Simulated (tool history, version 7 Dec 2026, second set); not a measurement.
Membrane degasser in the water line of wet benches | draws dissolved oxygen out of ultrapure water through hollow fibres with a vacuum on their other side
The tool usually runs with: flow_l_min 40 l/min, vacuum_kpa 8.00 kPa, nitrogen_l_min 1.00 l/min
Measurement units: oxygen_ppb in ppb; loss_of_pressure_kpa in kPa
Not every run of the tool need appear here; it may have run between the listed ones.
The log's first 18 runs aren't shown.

Run 19, hour 4068.2: usual settings but vacuum_kpa 14.41 kPa. Result: oxygen_ppb 870.6 ppb, loss_of_pressure_kpa 61.63 kPa.
Run 20, hour 4257.6: usual settings but vacuum_kpa 14.41 kPa. Result: oxygen_ppb 888.1 ppb, loss_of_pressure_kpa 62.05 kPa.
Run 21, hour 4549.2: usual settings but vacuum_kpa 5.05 kPa, nitrogen_l_min 1.64 l/min. Result: oxygen_ppb 158.1 ppb, loss_of_pressure_kpa 61.63 kPa.
Run 22, hour 4708.7: usual settings but vacuum_kpa 5.05 kPa, nitrogen_l_min 1.64 l/min. Result: oxygen_ppb 158.4 ppb, loss_of_pressure_kpa 62.22 kPa.
Run 23, hour 4869.3: usual settings but flow_l_min 46 l/min, vacuum_kpa 7.97 kPa, nitrogen_l_min 1.22 l/min. Result: oxygen_ppb 421.6 ppb, loss_of_pressure_kpa 71.63 kPa.
At hour 5109.7: seals of the vacuum lines changed.
Run 24, hour 5125.8: usual settings but flow_l_min 46 l/min, vacuum_kpa 7.97 kPa, nitrogen_l_min 1.22 l/min. Result: oxygen_ppb 433.8 ppb, loss_of_pressure_kpa 71.59 kPa.
Run 25, hour 5373.5: usual settings but flow_l_min 33 l/min, vacuum_kpa 5.82 kPa, nitrogen_l_min 0.58 l/min. Result: oxygen_ppb 322.6 ppb, loss_of_pressure_kpa 51.36 kPa.
Run 26, hour 5662.1: usual settings but flow_l_min 33 l/min, vacuum_kpa 5.82 kPa, nitrogen_l_min 0.58 l/min. Result: oxygen_ppb 324.0 ppb, loss_of_pressure_kpa 51.87 kPa.
Run 27, hour 5862.0: usual settings but flow_l_min 32 l/min, vacuum_kpa 6.15 kPa. Result: oxygen_ppb 244.1 ppb, loss_of_pressure_kpa 49.76 kPa.
Run 28, hour 6079.7: usual settings but flow_l_min 46 l/min, vacuum_kpa 6.15 kPa, nitrogen_l_min 0.97 l/min. Result: oxygen_ppb 355.1 ppb, loss_of_pressure_kpa 72.52 kPa.
Run 29, hour 6258.6: usual settings but flow_l_min 26 l/min, vacuum_kpa 7.83 kPa, nitrogen_l_min 0.88 l/min. Result: oxygen_ppb 317.5 ppb, loss_of_pressure_kpa 40.96 kPa.
Run 30, hour 6483.6: usual settings but flow_l_min 26 l/min, vacuum_kpa 7.83 kPa, nitrogen_l_min 0.88 l/min. Result: oxygen_ppb 321.7 ppb, loss_of_pressure_kpa 40.98 kPa.

Consider 3 possible next runs. They are alternatives, not a sequence: every one starts from the tool as it was left by run 30. What does each give?
At hour 6553.4: vacuum gauge calibrated.
Run A, hour 6744.6: usual settings but flow_l_min 41 l/min, nitrogen_l_min 2.90 l/min. Result: oxygen_ppb ?, loss_of_pressure_kpa ?.
At hour 6553.4: vacuum gauge calibrated.
Run B, hour 6744.6: usual settings but flow_l_min 29 l/min, vacuum_kpa 17.77 kPa, nitrogen_l_min 1.38 l/min. Result: oxygen_ppb ?, loss_of_pressure_kpa ?.
At hour 6553.4: vacuum gauge calibrated.
Run C, hour 6744.6: usual settings but flow_l_min 26 l/min, vacuum_kpa 7.54 kPa, nitrogen_l_min 0.91 l/min. Result: oxygen_ppb ?, loss_of_pressure_kpa ?.

run  oxygen_ppb  loss_of_pressure_kpa
  A       223.1                 65.50
  B       657.7                 45.91
  C       281.0                 41.47
Without the tool's unlogged condition, the same runs would have read:
run  oxygen_ppb  loss_of_pressure_kpa
  A       211.3                 62.74
  B       650.6                 43.97
  C       276.5                 39.72
